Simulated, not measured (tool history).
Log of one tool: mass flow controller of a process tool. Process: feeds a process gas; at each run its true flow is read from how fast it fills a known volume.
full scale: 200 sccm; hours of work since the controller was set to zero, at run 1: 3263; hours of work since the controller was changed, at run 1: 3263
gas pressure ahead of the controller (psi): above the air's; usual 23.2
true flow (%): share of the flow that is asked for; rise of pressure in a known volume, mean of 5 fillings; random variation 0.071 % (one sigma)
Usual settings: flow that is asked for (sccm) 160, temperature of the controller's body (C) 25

run    hour  flow that is asked for (sccm)  gas pressure ahead of the controller (psi)  temperature of the controller's body (C)  hours of work since the controller was set to zero  hours of work since the controller was changed  true flow (%)
  1     0.0                            160                                        23.2                                        25                                                3263                                            3263         101.24
  2   205.2                            160                                        23.2                                        40                                                3340                                            3340         101.84
  3   414.7                            160                                        23.2                                        40                                                3418                                            3418         101.99
  4   756.5                            160                                        23.2                                        40                                                3546                                            3546         102.11
  5  1005.7                             37                                        23.2                                        25                                                3640                                            3640         103.19
  6  1216.6                             37                                        23.2                                        25                                                3718                                            3718         103.22
  7  1371.7                            160                                        23.2                                        22                                                3776                                            3776         101.47
  8  1584.7                            160                                        23.2                                        22                                                3856                                            3856         101.55
  9  1889.1                            160                                        23.2                                        22                                                3970                                            3970         101.54
 10  2094.0                            160                                        23.2                                        22                                                4047                                            4047         101.54
     2110.7  -- controller's zero set anew
 11  2311.4                            160                                        25.7                                        22                                                  75                                            4128         101.56
 12  2657.4                             63                                        23.2                                        25                                                 205                                            4257         102.88
 13  2946.6                            160                                        39.0                                        37                                                 313                                            4366         101.69
 14  3114.3                             61                                        36.4                                        25                                                 376                                            4428         102.44
     3210.7  -- controller's zero set anew, once more
 15  3316.0                             84                                        34.1                                        37                                                  39                                            4504         100.91
 16  3619.7                             84                                        34.1                                        37                                                 153                                            4617         101.05
 17  3891.4                            103                                        28.7                                        33                                                 255                                            4719         101.17
 18  4198.0                            103                                        28.7                                        33                                                 369                                            4834         101.04
 19  4388.0                            103                                        28.7                                        33                                                 441                                            4905         101.25
 20  4648.8                            117                                        27.3                                        30                                                 538                                            5002         101.19
 21  4952.4                            117                                        26.5                                        21                                                 652                                            5116         100.99
 22  5112.2                            152                                        30.6                                        26                                                 711                                            5176         101.10
 23  5459.2                             32                                        26.4                                        33                                                 841                                            5306         101.70

3 ways to go on from here, each from the tool as it stands after run 23. What would each give?
  A  5704.2                             32                                        33.9                                        27                                                 933                                            5397              ?
  B  5704.2                             45                                        23.2                                        22                                                 933                                            5397              ?
  C  5704.2                             75                                        23.8                                        22                                                 933                                            5397              ?

run  true flow (%)
  A         101.44
  B         101.45
  C         101.29
Without the tool's hidden state the same runs would have given:
run  true flow (%)
  A          99.46
  B          99.70
  C          99.77
